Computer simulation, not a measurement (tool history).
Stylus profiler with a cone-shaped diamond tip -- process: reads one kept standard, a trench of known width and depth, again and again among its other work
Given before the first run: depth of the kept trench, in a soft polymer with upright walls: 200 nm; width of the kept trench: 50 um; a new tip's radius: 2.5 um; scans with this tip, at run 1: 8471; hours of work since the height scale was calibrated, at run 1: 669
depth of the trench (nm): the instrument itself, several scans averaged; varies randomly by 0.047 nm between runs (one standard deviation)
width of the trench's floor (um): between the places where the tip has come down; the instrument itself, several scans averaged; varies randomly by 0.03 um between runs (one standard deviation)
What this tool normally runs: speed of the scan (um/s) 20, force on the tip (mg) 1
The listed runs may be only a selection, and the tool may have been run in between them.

run	hour	speed of the scan (um/s)	force on the tip (mg)	scans with this tip	hours of work since the height scale was calibrated	depth of the trench (nm)	width of the trench's floor (um)
1	0	20	1	8471	669	200.3	47.51
2	23.9	20	1	8597	679	200.23	47.54
3	57.4	21	1	8774	693	200.28	47.49
4	91.8	21	1	8955	707	200.34	47.49
5	127.3	21	1	9142	722	200.28	47.45
6	144.3	21	1	9232	729	200.29	47.55
7	170.4	21	1	9370	740	200.2	47.51
8	201.6	20	1	9535	753	200.29	47.46
9	240.1	20	1	9737	769	200.27	47.5
10	277.9	20	1	9937	785	200.31	47.48
11	307.9	7	0.53	10095	797	200	47.5
12	346	12	0.53	10296	813	200.04	47.46
13	371.3	12	0.55	10430	824	200.01	47.39
14	408	20	0.46	10624	839	199.91	47.37
15	441.3	20	1.41	10800	853	200.41	47.46
16	458.4	76	0.72	10889	860	200.18	47.14
17	487.8	76	0.72	11045	872	200.04	47.12
18	528.8	34	0.41	11261	890	199.87	47.26
19	562.9	34	0.41	11441	904	199.74	47.25
20	592.1	29	2.13	11595	916	200.69	47.44

Here are 5 independent what-if runs from the current tool condition. What would each one return?
A	630.4	29	2.89	11797	932	?	?
B	630.4	51	0.69	11797	932	?	?
C	630.4	40	2.17	11797	932	?	?
D	630.4	46	2.13	11797	932	?	?
E	630.4	15	1.48	11797	932	?	?

run	depth of the trench (nm)	width of the trench's floor (um)
A	200.9	47.4
B	199.98	47.21
C	200.63	47.37
D	200.68	47.28
E	200.38	47.39
Without the tool's hidden state the same runs would have given:
run	depth of the trench (nm)	width of the trench's floor (um)
A	201.52	47.94
B	200.6	47.75
C	201.25	47.91
D	201.3	47.82
E	201	47.93
